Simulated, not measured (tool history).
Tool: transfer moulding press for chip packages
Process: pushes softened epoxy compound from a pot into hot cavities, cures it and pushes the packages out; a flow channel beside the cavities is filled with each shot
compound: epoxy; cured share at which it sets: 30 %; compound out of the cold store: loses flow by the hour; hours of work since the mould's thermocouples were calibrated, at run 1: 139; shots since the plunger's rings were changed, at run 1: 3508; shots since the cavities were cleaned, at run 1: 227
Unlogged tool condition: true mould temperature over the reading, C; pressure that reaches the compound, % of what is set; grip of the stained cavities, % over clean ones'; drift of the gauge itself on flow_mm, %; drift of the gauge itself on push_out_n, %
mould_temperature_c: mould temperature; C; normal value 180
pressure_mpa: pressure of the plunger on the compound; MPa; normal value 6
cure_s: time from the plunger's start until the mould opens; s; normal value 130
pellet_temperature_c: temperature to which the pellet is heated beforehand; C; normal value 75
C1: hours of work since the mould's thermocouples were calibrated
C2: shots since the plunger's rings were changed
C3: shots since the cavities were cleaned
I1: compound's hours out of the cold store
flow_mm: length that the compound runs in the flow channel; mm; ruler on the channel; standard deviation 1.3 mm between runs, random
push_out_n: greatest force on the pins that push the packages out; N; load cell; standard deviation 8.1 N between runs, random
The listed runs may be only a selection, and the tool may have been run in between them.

{"run": 1, "day": 0.0, "mould_temperature_c": 180, "pressure_mpa": 6, "cure_s": 130, "pellet_temperature_c": 75, "C1": 139, "C2": 3508, "C3": 227, "I1": 42.7, "flow_mm": 606, "push_out_n": 451}
{"run": 2, "day": 0.6, "mould_temperature_c": 180, "pressure_mpa": 6, "cure_s": 130, "pellet_temperature_c": 75, "C1": 146, "C2": 3611, "C3": 330, "I1": 23.5, "flow_mm": 663, "push_out_n": 499}
{"day": 0.967, "done": "plunger's sealing rings changed"}
{"run": 3, "day": 1.638, "mould_temperature_c": 180, "pressure_mpa": 6, "cure_s": 126, "pellet_temperature_c": 75, "C1": 157, "C2": 115, "C3": 490, "I1": 45.5, "flow_mm": 625, "push_out_n": 511}
{"run": 4, "day": 2.7, "mould_temperature_c": 180, "pressure_mpa": 5.2, "cure_s": 126, "pellet_temperature_c": 75, "C1": 170, "C2": 296, "C3": 671, "I1": 12.2, "flow_mm": 678, "push_out_n": 625}
{"day": 3.333, "done": "cavities cleaned with cleaning compound and waxed"}
{"run": 5, "day": 3.5, "mould_temperature_c": 180, "pressure_mpa": 6, "cure_s": 130, "pellet_temperature_c": 81, "C1": 178, "C2": 422, "C3": 29, "I1": 22.3, "flow_mm": 692, "push_out_n": 368}
{"run": 6, "day": 4.183, "mould_temperature_c": 180, "pressure_mpa": 6, "cure_s": 130, "pellet_temperature_c": 81, "C1": 186, "C2": 539, "C3": 146, "I1": 26.9, "flow_mm": 677, "push_out_n": 398}
{"run": 7, "day": 4.904, "mould_temperature_c": 180, "pressure_mpa": 6, "cure_s": 147, "pellet_temperature_c": 75, "C1": 195, "C2": 662, "C3": 269, "I1": 20.5, "flow_mm": 699, "push_out_n": 433}
{"run": 8, "day": 5.504, "mould_temperature_c": 180, "pressure_mpa": 6, "cure_s": 147, "pellet_temperature_c": 77, "C1": 202, "C2": 765, "C3": 372, "I1": 11.6, "flow_mm": 727, "push_out_n": 441}
{"run": 9, "day": 6.371, "mould_temperature_c": 180, "pressure_mpa": 6, "cure_s": 130, "pellet_temperature_c": 75, "C1": 212, "C2": 913, "C3": 520, "I1": 9.4, "flow_mm": 732, "push_out_n": 541}
{"run": 10, "day": 7.062, "mould_temperature_c": 180, "pressure_mpa": 6, "cure_s": 130, "pellet_temperature_c": 75, "C1": 220, "C2": 1031, "C3": 638, "I1": 18.9, "flow_mm": 700, "push_out_n": 560}
{"day": 7.962, "done": "cavities cleaned with cleaning compound and waxed"}
{"run": 11, "day": 8.029, "mould_temperature_c": 180, "pressure_mpa": 6, "cure_s": 130, "pellet_temperature_c": 75, "C1": 231, "C2": 1186, "C3": 12, "I1": 25.9, "flow_mm": 676, "push_out_n": 370}
{"run": 12, "day": 9.112, "mould_temperature_c": 180, "pressure_mpa": 6, "cure_s": 130, "pellet_temperature_c": 66, "C1": 244, "C2": 1371, "C3": 197, "I1": 13.6, "flow_mm": 715, "push_out_n": 463}
{"run": 13, "day": 9.983, "mould_temperature_c": 180, "pressure_mpa": 6, "cure_s": 130, "pellet_temperature_c": 75, "C1": 254, "C2": 1520, "C3": 346, "I1": 40.2, "flow_mm": 631, "push_out_n": 474}
{"run": 14, "day": 10.654, "mould_temperature_c": 184, "pressure_mpa": 6, "cure_s": 130, "pellet_temperature_c": 75, "C1": 262, "C2": 1634, "C3": 460, "I1": 41.7, "flow_mm": 616, "push_out_n": 452}
{"run": 15, "day": 11.525, "mould_temperature_c": 180, "pressure_mpa": 6.32, "cure_s": 167, "pellet_temperature_c": 74, "C1": 272, "C2": 1783, "C3": 609, "I1": 10.9, "flow_mm": 739, "push_out_n": 486}
{"run": 16, "day": 12.167, "mould_temperature_c": 180, "pressure_mpa": 5.76, "cure_s": 130, "pellet_temperature_c": 75, "C1": 280, "C2": 1893, "C3": 719, "I1": 11.5, "flow_mm": 702, "push_out_n": 576}
{"day": 12.521, "done": "cavities cleaned with cleaning compound and waxed"}
{"run": 17, "day": 12.983, "mould_temperature_c": 180, "pressure_mpa": 6, "cure_s": 130, "pellet_temperature_c": 82, "C1": 289, "C2": 2022, "C3": 80, "I1": 20.7, "flow_mm": 687, "push_out_n": 416}
{"run": 18, "day": 13.638, "mould_temperature_c": 185, "pressure_mpa": 6, "cure_s": 167, "pellet_temperature_c": 75, "C1": 296, "C2": 2133, "C3": 191, "I1": 36.2, "flow_mm": 629, "push_out_n": 378}
{"run": 19, "day": 14.317, "mould_temperature_c": 185, "pressure_mpa": 6, "cure_s": 167, "pellet_temperature_c": 75, "C1": 305, "C2": 2249, "C3": 307, "I1": 11.4, "flow_mm": 703, "push_out_n": 384}
{"run": 20, "day": 14.892, "mould_temperature_c": 185, "pressure_mpa": 6, "cure_s": 167, "pellet_temperature_c": 75, "C1": 311, "C2": 2348, "C3": 406, "I1": 14.8, "flow_mm": 689, "push_out_n": 442}
{"run": 21, "day": 15.55, "mould_temperature_c": 187, "pressure_mpa": 4.88, "cure_s": 133, "pellet_temperature_c": 75, "C1": 319, "C2": 2460, "C3": 518, "I1": 40.4, "flow_mm": 548, "push_out_n": 465}
{"run": 22, "day": 16.492, "mould_temperature_c": 187, "pressure_mpa": 4.88, "cure_s": 133, "pellet_temperature_c": 75, "C1": 330, "C2": 2621, "C3": 679, "I1": 28.8, "flow_mm": 577, "push_out_n": 484}
{"day": 17.083, "done": "cavities cleaned with cleaning compound and waxed"}
{"run": 23, "day": 17.546, "mould_temperature_c": 173, "pressure_mpa": 7.37, "cure_s": 164, "pellet_temperature_c": 76, "C1": 342, "C2": 2791, "C3": 79, "I1": 22.9, "flow_mm": 769, "push_out_n": 391}
{"run": 24, "day": 17.996, "mould_temperature_c": 180, "pressure_mpa": 6, "cure_s": 129, "pellet_temperature_c": 75, "C1": 347, "C2": 2868, "C3": 156, "I1": 18.7, "flow_mm": 684, "push_out_n": 455}
{"day": 18.367, "done": "mould's thermocouples calibrated"}
{"run": 25, "day": 18.842, "mould_temperature_c": 180, "pressure_mpa": 6, "cure_s": 129, "pellet_temperature_c": 75, "C1": 6, "C2": 2998, "C3": 286, "I1": 34.9, "flow_mm": 632, "push_out_n": 455}
{"run": 26, "day": 19.754, "mould_temperature_c": 180, "pressure_mpa": 6.46, "cure_s": 130, "pellet_temperature_c": 79, "C1": 16, "C2": 3154, "C3": 442, "I1": 16.2, "flow_mm": 714, "push_out_n": 504}
{"run": 27, "day": 20.525, "mould_temperature_c": 180, "pressure_mpa": 6.46, "cure_s": 125, "pellet_temperature_c": 69, "C1": 25, "C2": 3286, "C3": 574, "I1": 13.4, "flow_mm": 722, "push_out_n": 566}
{"run": 28, "day": 20.996, "mould_temperature_c": 176, "pressure_mpa": 7.45, "cure_s": 125, "pellet_temperature_c": 73, "C1": 31, "C2": 3367, "C3": 655, "I1": 20.8, "flow_mm": 762, "push_out_n": 729}

Each row is a separate what-if for the run after 28, all from the same tool condition, not one after another. Results?
{"run": "A", "day": 21.483, "mould_temperature_c": 187, "pressure_mpa": 7.34, "cure_s": 152, "pellet_temperature_c": 75, "C1": 37, "C2": 3450, "C3": 738, "I1": 35.5, "flow_mm": "?", "push_out_n": "?"}
{"run": "B", "day": 21.483, "mould_temperature_c": 180, "pressure_mpa": 6, "cure_s": 149, "pellet_temperature_c": 71, "C1": 37, "C2": 3450, "C3": 738, "I1": 10.6, "flow_mm": "?", "push_out_n": "?"}
{"run": "C", "day": 21.483, "mould_temperature_c": 180, "pressure_mpa": 5.1, "cure_s": 142, "pellet_temperature_c": 75, "C1": 37, "C2": 3450, "C3": 738, "I1": 40.8, "flow_mm": "?", "push_out_n": "?"}
{"run": "D", "day": 21.483, "mould_temperature_c": 176, "pressure_mpa": 4.67, "cure_s": 125, "pellet_temperature_c": 72, "C1": 37, "C2": 3450, "C3": 738, "I1": 11.6, "flow_mm": "?", "push_out_n": "?"}
{"run": "E", "day": 21.483, "mould_temperature_c": 180, "pressure_mpa": 6, "cure_s": 119, "pellet_temperature_c": 69, "C1": 37, "C2": 3450, "C3": 738, "I1": 21.9, "flow_mm": "?", "push_out_n": "?"}

run=A flow_mm=676 push_out_n=473
run=B flow_mm=704 push_out_n=525
run=C flow_mm=563 push_out_n=507
run=D flow_mm=629 push_out_n=749
run=E flow_mm=669 push_out_n=650
Stripped of hidden state, with their random variation kept, the same runs would have yielded:
run=A flow_mm=707 push_out_n=290
run=B flow_mm=736 push_out_n=326
run=C flow_mm=589 push_out_n=315
run=D flow_mm=658 push_out_n=468
run=E flow_mm=700 push_out_n=405
